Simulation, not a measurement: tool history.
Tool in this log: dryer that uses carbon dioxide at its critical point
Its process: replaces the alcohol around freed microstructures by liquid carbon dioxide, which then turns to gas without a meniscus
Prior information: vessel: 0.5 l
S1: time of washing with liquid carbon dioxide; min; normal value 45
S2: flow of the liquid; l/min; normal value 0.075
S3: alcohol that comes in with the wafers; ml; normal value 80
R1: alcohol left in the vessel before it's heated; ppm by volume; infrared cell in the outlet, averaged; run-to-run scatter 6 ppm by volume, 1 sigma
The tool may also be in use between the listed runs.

run   hour  S1      S2   S3    R1
  1      0  45   0.075   80   397
  2   24.4  45   0.075   80   411
  3     43  45   0.075   80   417
  4   67.1  45   0.075   80   406
  5   82.6  45   0.075   52   280
  6   94.8  45   0.075   80   420
  7  108.9  45   0.075   80   422
  8    125  45   0.075   80   420
  9  137.4  45   0.075   80   417
 10  152.4  45  0.1191   80    59
 11    166  45   0.075   80   435
 12  189.9  45   0.075   47   187
 13  210.1  45   0.075   64   235
 14  228.8  45   0.075   80   276
 15  248.4  45   0.075   80   285
 16  267.3  45   0.075   58   223
 17  286.8  45   0.075   83   288
 18  309.3  45   0.075   83   290
 19  326.6  45   0.075   83   309
 20  342.5  45   0.075   80   296
 21  368.1  45   0.075   80   301
 22  393.8  45   0.075   80   304
 23  408.3  45  0.0578   80  1180
 24  434.7  45  0.0578   80  1144
 25  458.6  67  0.1014   49    80
 26  478.2  67  0.1014   49    74
 27  503.4  39  0.1014   27   109
 28  529.6  67   0.075   78    86
 29  544.3  61   0.075   80    97
 30  555.7  61   0.075   50   100
 31  574.3  27  0.0902   37   775
 32  594.6  27  0.0902   37   801
 33  607.8  27    0.07   37  2127
 34  622.7  45  0.0474   27  1075
 35  645.2  60  0.0597   47   187
 36  661.6  30  0.0813   80  1685
 37  672.7  32  0.0456   62  8352
 38  693.3  32  0.0524   21  1885
 39  708.7  27  0.1212   80   404
 40  732.9  28  0.1239   80   306
 41  758.7  65  0.1239   25    82
 42  771.2  70  0.1021  107    84
 43  785.1  70  0.1021  107    79
 44  801.4  67  0.0652   80   135

Not shown here: 1 entry made in the log between runs. Locate each between two listed runs and compare the hidden state at the listed run before it with the hidden state at the listed run after it:
In the gap between runs 11 and 12: inlet filter changed (hour 176.4)
  flow that reaches the vessel past the clogged filter, %: 91.3 -> 99.9; alcohol in the recycled carbon dioxide, ppm: 57.7 -> 58.8
  what was measured, less what the result would be without the hidden state, R1: +214 -> +55 ppm by volume
